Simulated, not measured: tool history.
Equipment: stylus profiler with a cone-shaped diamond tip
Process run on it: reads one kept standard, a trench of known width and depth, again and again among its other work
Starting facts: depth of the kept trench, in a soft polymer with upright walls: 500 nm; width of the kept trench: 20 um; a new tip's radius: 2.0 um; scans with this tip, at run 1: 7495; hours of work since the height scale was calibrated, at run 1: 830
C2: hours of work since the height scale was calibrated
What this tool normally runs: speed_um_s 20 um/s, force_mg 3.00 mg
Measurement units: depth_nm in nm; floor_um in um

Run 1, hour 0.0: usual settings; scans with this tip 7495; C2 830. Result: depth_nm 510.17 nm, floor_um 16.50 um.
Run 2, hour 19.7: usual settings but force_mg 3.51 mg; scans with this tip 7636; C2 845. Result: depth_nm 511.06 nm, floor_um 16.49 um.
Run 3, hour 42.5: usual settings but force_mg 3.51 mg; scans with this tip 7800; C2 863. Result: depth_nm 511.43 nm, floor_um 16.47 um.
Run 4, hour 76.0: usual settings but force_mg 3.51 mg; scans with this tip 8039; C2 890. Result: depth_nm 511.20 nm, floor_um 16.50 um.
Run 5, hour 114.9: usual settings but force_mg 3.51 mg; scans with this tip 8318; C2 921. Result: depth_nm 511.37 nm, floor_um 16.40 um.
Run 6, hour 162.6: usual settings; scans with this tip 8660; C2 959. Result: depth_nm 510.29 nm, floor_um 16.41 um.
Run 7, hour 191.1: usual settings but speed_um_s 49 um/s; scans with this tip 8864; C2 981. Result: depth_nm 510.62 nm, floor_um 16.32 um.
Run 8, hour 210.3: usual settings; scans with this tip 9001; C2 996. Result: depth_nm 510.66 nm, floor_um 16.36 um.
Run 9, hour 242.5: usual settings; scans with this tip 9232; C2 1022. Result: depth_nm 510.55 nm, floor_um 16.33 um.
Run 10, hour 263.8: usual settings; scans with this tip 9384; C2 1039. Result: depth_nm 510.80 nm, floor_um 16.32 um.
Run 11, hour 283.8: usual settings; scans with this tip 9528; C2 1055. Result: depth_nm 510.58 nm, floor_um 16.28 um.
At hour 293.5: height scale calibrated on a step standard.
Run 12, hour 315.7: usual settings; scans with this tip 9752; C2 18. Result: depth_nm 508.16 nm, floor_um 16.30 um.
Run 13, hour 352.3: usual settings but speed_um_s 24 um/s; scans with this tip 10015; C2 47. Result: depth_nm 508.13 nm, floor_um 16.21 um.
Run 14, hour 372.3: usual settings; scans with this tip 10158; C2 62. Result: depth_nm 508.14 nm, floor_um 16.20 um.
Run 15, hour 416.3: usual settings; scans with this tip 10474; C2 97. Result: depth_nm 508.23 nm, floor_um 16.26 um.
Run 16, hour 446.1: usual settings; scans with this tip 10687; C2 121. Result: depth_nm 508.21 nm, floor_um 16.20 um.
Run 17, hour 493.7: usual settings but force_mg 3.21 mg; scans with this tip 11027; C2 159. Result: depth_nm 508.87 nm, floor_um 16.16 um.
Run 18, hour 541.4: usual settings but speed_um_s 51 um/s, force_mg 7.17 mg; scans with this tip 11369; C2 197. Result: depth_nm 515.06 nm, floor_um 16.10 um.
Run 19, hour 585.0: usual settings but speed_um_s 21 um/s, force_mg 1.87 mg; scans with this tip 11682; C2 231. Result: depth_nm 506.53 nm, floor_um 16.12 um.
Run 20, hour 607.5: usual settings but speed_um_s 63 um/s, force_mg 7.49 mg; scans with this tip 11843; C2 249. Result: depth_nm 515.53 nm, floor_um 16.07 um.
Run 21, hour 636.2: usual settings but speed_um_s 51 um/s, force_mg 1.01 mg; scans with this tip 12049; C2 272. Result: depth_nm 504.61 nm, floor_um 15.95 um.
Run 22, hour 670.1: usual settings but speed_um_s 51 um/s, force_mg 1.01 mg; scans with this tip 12291; C2 299. Result: depth_nm 504.67 nm, floor_um 16.03 um.
Run 23, hour 713.2: usual settings but speed_um_s 51 um/s, force_mg 1.01 mg; scans with this tip 12600; C2 333. Result: depth_nm 504.63 nm, floor_um 15.89 um.
Run 24, hour 750.6: usual settings but speed_um_s 51 um/s, force_mg 1.01 mg; scans with this tip 12867; C2 362. Result: depth_nm 504.47 nm, floor_um 15.86 um.
Run 25, hour 788.1: usual settings but speed_um_s 51 um/s, force_mg 1.01 mg; scans with this tip 13136; C2 392. Result: depth_nm 504.85 nm, floor_um 15.89 um.
Run 26, hour 832.4: usual settings but speed_um_s 51 um/s, force_mg 1.01 mg; scans with this tip 13453; C2 427. Result: depth_nm 505.08 nm, floor_um 15.82 um.
Run 27, hour 873.7: usual settings but speed_um_s 7 um/s, force_mg 6.60 mg; scans with this tip 13750; C2 460. Result: depth_nm 515.29 nm, floor_um 16.04 um.
Run 28, hour 912.2: usual settings but speed_um_s 7 um/s, force_mg 6.60 mg; scans with this tip 14025; C2 491. Result: depth_nm 515.18 nm, floor_um 15.98 um.
Run 29, hour 955.9: usual settings but force_mg 2.94 mg; scans with this tip 14338; C2 525. Result: depth_nm 509.13 nm, floor_um 15.89 um.
Run 30, hour 980.0: usual settings but force_mg 2.94 mg; scans with this tip 14511; C2 544. Result: depth_nm 509.07 nm, floor_um 15.91 um.
Run 31, hour 1009.6: usual settings but speed_um_s 57 um/s, force_mg 7.04 mg; scans with this tip 14723; C2 568. Result: depth_nm 515.62 nm, floor_um 15.85 um.
Run 32, hour 1032.0: usual settings but speed_um_s 57 um/s, force_mg 7.04 mg; scans with this tip 14883; C2 586. Result: depth_nm 515.59 nm, floor_um 15.76 um.

Hidden state or all else? Some run-to-run changes of depth_nm, split into what the settings, what came in and random variation would give without the hidden state, and what is left for the hidden state (with any gauge scatter that isn't in both results):
The hidden state here: radius of the tip, um; height scale over the true one, %; drift of the gauge itself on depth_nm, %; drift of the gauge itself on floor_um, %.
Run 11 -> 12: height scale calibrated on a step standard. depth_nm -2.42 nm: hidden state -2.61, all else +0.19.
Run 16 -> 17: force_mg 3.00 -> 3.21. depth_nm +0.66 nm: hidden state +0.10, all else +0.56.
Run 19 -> 20: speed_um_s 21 -> 63, force_mg 1.87 -> 7.49. depth_nm +9.00 nm: hidden state +0.07, all else +8.93.
Run 20 -> 21: speed_um_s 63 -> 51, force_mg 7.49 -> 1.01. depth_nm -10.92 nm: hidden state +0.04, all else -10.96.
Run 26 -> 27: speed_um_s 51 -> 7, force_mg 1.01 -> 6.60. depth_nm +10.21 nm: hidden state +0.10, all else +10.11.

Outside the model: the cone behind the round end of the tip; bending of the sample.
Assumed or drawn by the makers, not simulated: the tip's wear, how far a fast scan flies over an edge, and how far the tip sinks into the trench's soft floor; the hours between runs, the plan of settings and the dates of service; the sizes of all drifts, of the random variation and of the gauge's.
